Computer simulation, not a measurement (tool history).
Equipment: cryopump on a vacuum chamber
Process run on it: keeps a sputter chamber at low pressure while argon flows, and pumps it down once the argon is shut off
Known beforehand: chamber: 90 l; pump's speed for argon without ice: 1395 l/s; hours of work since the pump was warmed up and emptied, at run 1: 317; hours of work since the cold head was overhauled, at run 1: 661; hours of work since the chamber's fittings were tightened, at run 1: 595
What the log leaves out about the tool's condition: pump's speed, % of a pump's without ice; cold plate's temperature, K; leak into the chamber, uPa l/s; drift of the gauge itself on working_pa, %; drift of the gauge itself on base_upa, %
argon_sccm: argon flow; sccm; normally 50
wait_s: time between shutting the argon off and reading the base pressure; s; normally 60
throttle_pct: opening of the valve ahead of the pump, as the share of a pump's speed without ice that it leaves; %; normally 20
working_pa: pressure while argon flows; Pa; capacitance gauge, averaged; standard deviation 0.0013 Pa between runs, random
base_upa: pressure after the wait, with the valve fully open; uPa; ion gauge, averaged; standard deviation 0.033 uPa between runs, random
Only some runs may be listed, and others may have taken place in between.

run	day	argon_sccm	wait_s	throttle_pct	hours of work since the pump was warmed up and emptied	hours of work since the cold head was overhauled	hours of work since the chamber's fittings were tightened	working_pa	base_upa
1	0.000	50	60	20	317	661	595	0.3145	2.35
# day 0.338: pump warmed up, emptied and cooled again
2	1.521	50	168	20	20	683	617	0.3050	1.18
3	2.662	50	60	20	39	702	636	0.3051	2.22
4	4.112	50	60	20	63	726	661	0.3061	2.27
5	6.125	50	60	20	97	760	695	0.3074	2.34
6	8.071	42	60	20	130	793	727	0.2563	2.35
7	9.012	42	60	20	146	809	743	0.2579	2.35
8	10.533	42	60	20	171	834	769	0.2610	2.42
9	11.567	50	60	20	189	852	786	0.3082	2.35
10	12.604	50	60	20	206	869	804	0.3086	2.49
11	14.146	50	60	20	232	895	829	0.3127	2.49
12	15.825	31	60	20	260	923	858	0.1951	2.48
13	17.629	31	60	20	291	954	888	0.1943	2.58
14	18.517	31	60	20	306	969	903	0.1958	2.63
# day 19.550: pump warmed up, emptied and cooled again
15	20.504	50	60	20	16	998	933	0.3046	2.39
16	21.771	46	60	20	37	1020	954	0.2819	2.37
17	23.771	46	60	20	71	1053	988	0.2829	2.54
18	24.967	23	47	16	91	1074	1008	0.1763	3.02
19	25.838	23	47	16	106	1088	1023	0.1764	3.01
20	27.562	23	47	16	135	1117	1052	0.1788	3.04
# day 28.404: leaking fittings of the chamber tightened, without venting
21	28.871	31	163	17	155	1138	8	0.2249	0.89
22	29.867	31	163	17	172	1155	25	0.2232	0.91
23	31.846	26	163	48	205	1188	58	0.0703	0.94
24	33.104	68	33	20	227	1209	79	0.4227	3.28
25	35.225	68	33	20	262	1245	115	0.4264	3.32
26	36.892	68	33	20	290	1273	143	0.4268	3.30
27	38.021	35	220	55	309	1292	162	0.0859	0.88

The next listed run, before its measurement:
# day 38.854: pump warmed up, emptied and cooled again
28	40.142	50	193	28	22	1324	194	?	?

{"run 28": {"working_pa": 0.2174, "base_upa": 0.9}}
The same run, on a tool lacking any hidden state, would have yielded working_pa 0.2159 Pa, base_upa 0.72 uPa.
